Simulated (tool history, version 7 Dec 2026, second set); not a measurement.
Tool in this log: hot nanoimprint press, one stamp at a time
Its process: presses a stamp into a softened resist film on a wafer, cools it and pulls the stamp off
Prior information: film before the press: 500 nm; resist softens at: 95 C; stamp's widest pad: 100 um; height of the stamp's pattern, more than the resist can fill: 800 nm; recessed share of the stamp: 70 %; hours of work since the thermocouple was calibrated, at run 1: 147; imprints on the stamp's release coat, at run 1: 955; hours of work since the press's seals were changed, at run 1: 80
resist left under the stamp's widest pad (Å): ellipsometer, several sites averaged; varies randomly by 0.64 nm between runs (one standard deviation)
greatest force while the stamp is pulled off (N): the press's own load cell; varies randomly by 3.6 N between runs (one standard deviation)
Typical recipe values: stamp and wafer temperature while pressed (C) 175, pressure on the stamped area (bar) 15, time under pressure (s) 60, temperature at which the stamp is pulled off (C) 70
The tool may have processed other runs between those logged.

| run | day | stamp and wafer temperature while pressed (C) | pressure on the stamped area (bar) | time under pressure (s) | temperature at which the stamp is pulled off (C) | hours of work since the thermocouple was calibrated | imprints on the stamp's release coat | hours of work since the press's seals were changed | resist left under the stamp's widest pad (Å) | greatest force while the stamp is pulled off (N) |
|---|---|---|---|---|---|---|---|---|---|---|
| 1 | 0 | 175 | 15 | 60 | 70 | 147 | 955 | 80 | 2099 | 175 |
| 2 | 0.654 | 175 | 15 | 60 | 70 | 157 | 1012 | 90 | 2093 | 171 |
| 3 | 1.479 | 175 | 15 | 60 | 70 | 169 | 1084 | 103 | 2098 | 179 |
| 4 | 2.1 | 175 | 11.4 | 60 | 70 | 179 | 1139 | 112 | 2343 | 169 |
| 5 | 2.667 | 175 | 15 | 60 | 70 | 188 | 1188 | 121 | 2104 | 171 |
| 6 | 3.475 | 175 | 15 | 60 | 70 | 200 | 1259 | 134 | 2094 | 175 |
| 7 | 4.217 | 175 | 15 | 60 | 70 | 211 | 1323 | 145 | 2091 | 177 |
| 8 | 5.038 | 175 | 15 | 60 | 70 | 224 | 1395 | 158 | 2100 | 173 |
| 9 | 5.908 | 175 | 15 | 60 | 70 | 238 | 1471 | 171 | 2092 | 172 |
| 10 | 6.904 | 175 | 15 | 60 | 70 | 253 | 1558 | 186 | 2104 | 172 |
| 11 | 7.438 | 175 | 15 | 60 | 70 | 261 | 1604 | 195 | 2097 | 180 |
| 12 | 8.05 | 173 | 12.4 | 60 | 70 | 271 | 1658 | 204 | 2442 | 180 |
| 13 | 8.708 | 173 | 12.4 | 60 | 70 | 281 | 1716 | 214 | 2435 | 170 |
| 14 | 9.762 | 169 | 9 | 108 | 62 | 297 | 1808 | 231 | 2581 | 178 |
| 15 | 10.483 | 175 | 20.4 | 61 | 70 | 308 | 1871 | 242 | 1829 | 170 |
| 16 | 11.138 | 175 | 21.4 | 67 | 75 | 318 | 1927 | 252 | 1721 | 173 |
| 17 | 11.7 | 168 | 18.3 | 60 | 59 | 327 | 1977 | 260 | 2563 | 187 |
| 18 | 12.496 | 168 | 18.3 | 60 | 59 | 339 | 2046 | 273 | 2572 | 186 |
| 19 | 13.492 | 168 | 18.3 | 60 | 59 | 354 | 2133 | 288 | 2551 | 188 |
| 20 | 14.525 | 168 | 21 | 85 | 78 | 370 | 2223 | 304 | 2116 | 171 |
| 21 | 15.362 | 168 | 21 | 85 | 66 | 383 | 2296 | 317 | 2113 | 177 |
|  | 15.95 | stamp cleaned and given a new release coat |
| 22 | 16.046 | 168 | 18.9 | 85 | 61 | 390 | 8 | 323 | 2214 | 175 |

Each row is a separate what-if for the run after 22, all from the same tool condition, not one after another. Results?
| A | 16.588 | 187 | 10.9 | 85 | 67 | 398 | 56 | 332 | ? | ? |
| B | 16.588 | 185 | 15 | 60 | 70 | 398 | 56 | 332 | ? | ? |
| C | 16.588 | 168 | 18.9 | 55 | 67 | 398 | 56 | 332 | ? | ? |
| D | 16.588 | 180 | 18.9 | 85 | 61 | 398 | 56 | 332 | ? | ? |
| E | 16.588 | 168 | 18.9 | 85 | 68 | 398 | 56 | 332 | ? | ? |

| run | resist left under the stamp's widest pad (Å) | greatest force while the stamp is pulled off (N) |
|---|---|---|
| A | 1293 | 173 |
| B | 1407 | 183 |
| C | 2604 | 175 |
| D | 1327 | 185 |
| E | 2206 | 178 |
Had the tool no hidden state, the same runs would have come out as:
| run | resist left under the stamp's widest pad (Å) | greatest force while the stamp is pulled off (N) |
|---|---|---|
| A | 1294 | 173 |
| B | 1409 | 183 |
| C | 2608 | 175 |
| D | 1328 | 185 |
| E | 2209 | 178 |
